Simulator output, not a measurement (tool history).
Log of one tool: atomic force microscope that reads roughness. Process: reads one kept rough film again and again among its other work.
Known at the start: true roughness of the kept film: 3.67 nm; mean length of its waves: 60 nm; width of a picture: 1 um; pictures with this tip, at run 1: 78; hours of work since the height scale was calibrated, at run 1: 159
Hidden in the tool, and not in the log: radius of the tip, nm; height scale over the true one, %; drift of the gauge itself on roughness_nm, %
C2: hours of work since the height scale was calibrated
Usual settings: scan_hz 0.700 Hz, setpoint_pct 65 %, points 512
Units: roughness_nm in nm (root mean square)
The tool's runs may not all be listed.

{"run": 1, "day": 0.0, "scan_hz": 0.7, "setpoint_pct": 65, "points": 512, "pictures with this tip": 78, "C2": 159, "roughness_nm": 3.255}
{"run": 2, "day": 0.454, "scan_hz": 0.7, "setpoint_pct": 65, "points": 512, "pictures with this tip": 93, "C2": 165, "roughness_nm": 3.234}
{"day": 0.829, "done": "new tip fitted"}
{"run": 3, "day": 0.912, "scan_hz": 0.7, "setpoint_pct": 65, "points": 512, "pictures with this tip": 3, "C2": 170, "roughness_nm": 3.447}
{"run": 4, "day": 1.233, "scan_hz": 0.7, "setpoint_pct": 65, "points": 512, "pictures with this tip": 13, "C2": 175, "roughness_nm": 3.444}
{"run": 5, "day": 1.721, "scan_hz": 0.7, "setpoint_pct": 65, "points": 512, "pictures with this tip": 29, "C2": 181, "roughness_nm": 3.393}
{"run": 6, "day": 1.975, "scan_hz": 1.082, "setpoint_pct": 65, "points": 512, "pictures with this tip": 37, "C2": 185, "roughness_nm": 3.332}
{"run": 7, "day": 2.254, "scan_hz": 1.727, "setpoint_pct": 65, "points": 512, "pictures with this tip": 46, "C2": 188, "roughness_nm": 3.259}
{"run": 8, "day": 2.642, "scan_hz": 1.667, "setpoint_pct": 65, "points": 512, "pictures with this tip": 59, "C2": 194, "roughness_nm": 3.238}
{"run": 9, "day": 3.121, "scan_hz": 1.667, "setpoint_pct": 65, "points": 512, "pictures with this tip": 75, "C2": 200, "roughness_nm": 3.195}
{"run": 10, "day": 3.529, "scan_hz": 1.667, "setpoint_pct": 65, "points": 512, "pictures with this tip": 88, "C2": 205, "roughness_nm": 3.173}
{"run": 11, "day": 3.988, "scan_hz": 0.7, "setpoint_pct": 57, "points": 512, "pictures with this tip": 103, "C2": 212, "roughness_nm": 3.273}
{"day": 4.075, "done": "new tip fitted"}
{"run": 12, "day": 4.296, "scan_hz": 0.7, "setpoint_pct": 57, "points": 512, "pictures with this tip": 8, "C2": 215, "roughness_nm": 3.501}
{"run": 13, "day": 4.604, "scan_hz": 0.7, "setpoint_pct": 65, "points": 512, "pictures with this tip": 18, "C2": 220, "roughness_nm": 3.422}
{"run": 14, "day": 4.988, "scan_hz": 0.7, "setpoint_pct": 65, "points": 257, "pictures with this tip": 30, "C2": 225, "roughness_nm": 3.374}
{"run": 15, "day": 5.354, "scan_hz": 0.7, "setpoint_pct": 65, "points": 512, "pictures with this tip": 42, "C2": 230, "roughness_nm": 3.372}
{"run": 16, "day": 5.646, "scan_hz": 0.7, "setpoint_pct": 65, "points": 512, "pictures with this tip": 52, "C2": 233, "roughness_nm": 3.352}
{"run": 17, "day": 6.021, "scan_hz": 0.7, "setpoint_pct": 65, "points": 512, "pictures with this tip": 64, "C2": 238, "roughness_nm": 3.321}
{"run": 18, "day": 6.25, "scan_hz": 0.7, "setpoint_pct": 65, "points": 794, "pictures with this tip": 72, "C2": 242, "roughness_nm": 3.311}
{"run": 19, "day": 6.688, "scan_hz": 0.7, "setpoint_pct": 65, "points": 794, "pictures with this tip": 86, "C2": 247, "roughness_nm": 3.275}
{"run": 20, "day": 7.104, "scan_hz": 0.7, "setpoint_pct": 65, "points": 794, "pictures with this tip": 99, "C2": 253, "roughness_nm": 3.244}
{"day": 7.312, "done": "new tip fitted"}
{"run": 21, "day": 7.55, "scan_hz": 0.7, "setpoint_pct": 65, "points": 794, "pictures with this tip": 7, "C2": 259, "roughness_nm": 3.456}
{"run": 22, "day": 7.838, "scan_hz": 0.7, "setpoint_pct": 65, "points": 512, "pictures with this tip": 17, "C2": 262, "roughness_nm": 3.404}
{"run": 23, "day": 8.283, "scan_hz": 0.7, "setpoint_pct": 62, "points": 512, "pictures with this tip": 31, "C2": 268, "roughness_nm": 3.427}
{"run": 24, "day": 8.571, "scan_hz": 2.047, "setpoint_pct": 57, "points": 584, "pictures with this tip": 41, "C2": 272, "roughness_nm": 3.311}
{"run": 25, "day": 9.0, "scan_hz": 2.047, "setpoint_pct": 77, "points": 330, "pictures with this tip": 55, "C2": 278, "roughness_nm": 2.982}
{"run": 26, "day": 9.383, "scan_hz": 1.016, "setpoint_pct": 77, "points": 587, "pictures with this tip": 67, "C2": 283, "roughness_nm": 3.159}
{"run": 27, "day": 9.75, "scan_hz": 0.712, "setpoint_pct": 75, "points": 669, "pictures with this tip": 79, "C2": 288, "roughness_nm": 3.213}
{"run": 28, "day": 10.108, "scan_hz": 0.7, "setpoint_pct": 65, "points": 852, "pictures with this tip": 91, "C2": 293, "roughness_nm": 3.28}
{"day": 10.546, "done": "new tip fitted"}
{"run": 29, "day": 10.558, "scan_hz": 0.7, "setpoint_pct": 65, "points": 852, "pictures with this tip": 0, "C2": 299, "roughness_nm": 3.449}
{"run": 30, "day": 10.762, "scan_hz": 1.827, "setpoint_pct": 56, "points": 721, "pictures with this tip": 7, "C2": 301, "roughness_nm": 3.387}
{"run": 31, "day": 11.004, "scan_hz": 1.827, "setpoint_pct": 56, "points": 721, "pictures with this tip": 15, "C2": 305, "roughness_nm": 3.358}
{"run": 32, "day": 11.217, "scan_hz": 0.514, "setpoint_pct": 81, "points": 415, "pictures with this tip": 22, "C2": 307, "roughness_nm": 3.355}
{"run": 33, "day": 11.454, "scan_hz": 0.687, "setpoint_pct": 60, "points": 993, "pictures with this tip": 29, "C2": 311, "roughness_nm": 3.442}
{"run": 34, "day": 11.9, "scan_hz": 0.687, "setpoint_pct": 60, "points": 993, "pictures with this tip": 44, "C2": 316, "roughness_nm": 3.426}
{"run": 35, "day": 12.208, "scan_hz": 0.7, "setpoint_pct": 65, "points": 419, "pictures with this tip": 54, "C2": 321, "roughness_nm": 3.321}
{"run": 36, "day": 12.604, "scan_hz": 0.7, "setpoint_pct": 73, "points": 513, "pictures with this tip": 67, "C2": 326, "roughness_nm": 3.269}
{"run": 37, "day": 13.092, "scan_hz": 0.7, "setpoint_pct": 73, "points": 513, "pictures with this tip": 83, "C2": 332, "roughness_nm": 3.216}
{"run": 38, "day": 13.508, "scan_hz": 0.7, "setpoint_pct": 73, "points": 513, "pictures with this tip": 97, "C2": 338, "roughness_nm": 3.176}
{"day": 13.775, "done": "new tip fitted"}
{"run": 39, "day": 13.829, "scan_hz": 0.7, "setpoint_pct": 72, "points": 317, "pictures with this tip": 1, "C2": 342, "roughness_nm": 3.441}
{"run": 40, "day": 14.142, "scan_hz": 0.7, "setpoint_pct": 80, "points": 434, "pictures with this tip": 12, "C2": 346, "roughness_nm": 3.311}
{"run": 41, "day": 14.579, "scan_hz": 0.929, "setpoint_pct": 65, "points": 371, "pictures with this tip": 26, "C2": 352, "roughness_nm": 3.371}
{"run": 42, "day": 14.788, "scan_hz": 0.929, "setpoint_pct": 65, "points": 371, "pictures with this tip": 33, "C2": 355, "roughness_nm": 3.35}
{"run": 43, "day": 15.225, "scan_hz": 1.695, "setpoint_pct": 65, "points": 463, "pictures with this tip": 47, "C2": 361, "roughness_nm": 3.239}
{"run": 44, "day": 15.675, "scan_hz": 0.59, "setpoint_pct": 59, "points": 512, "pictures with this tip": 62, "C2": 367, "roughness_nm": 3.368}
{"run": 45, "day": 15.888, "scan_hz": 2.406, "setpoint_pct": 59, "points": 257, "pictures with this tip": 69, "C2": 369, "roughness_nm": 3.196}

How the hidden state differs across the entries between the runs, from the last listed run before each to the first after it:
Between runs 2 and 3: new tip fitted (day 0.829)
  radius of the tip, nm: 25.8 -> 8.1; height scale over the true one, %: -0.06 -> -0.07
  measured less the result without the state, roughness_nm: -0.240 -> -0.017 nm (root mean square)
Between runs 11 and 12: new tip fitted (day 4.075)
  radius of the tip, nm: 27 -> 8.5; height scale over the true one, %: -0.09 -> -0.1
  measured less the result without the state, roughness_nm: -0.259 -> -0.024 nm (root mean square)
Between runs 20 and 21: new tip fitted (day 7.312)
  radius of the tip, nm: 25.7 -> 8.3
  measured less the result without the state, roughness_nm: -0.242 -> -0.022 nm (root mean square)
Between runs 28 and 29: new tip fitted (day 10.546)
  radius of the tip, nm: 23.9 -> 7.4
  measured less the result without the state, roughness_nm: -0.222 -> -0.011 nm (root mean square)
Between runs 38 and 39: new tip fitted (day 13.775)
  radius of the tip, nm: 25.6 -> 7.4; height scale over the true one, %: -0.17 -> -0.18
  measured less the result without the state, roughness_nm: -0.238 -> -0.011 nm (root mean square)
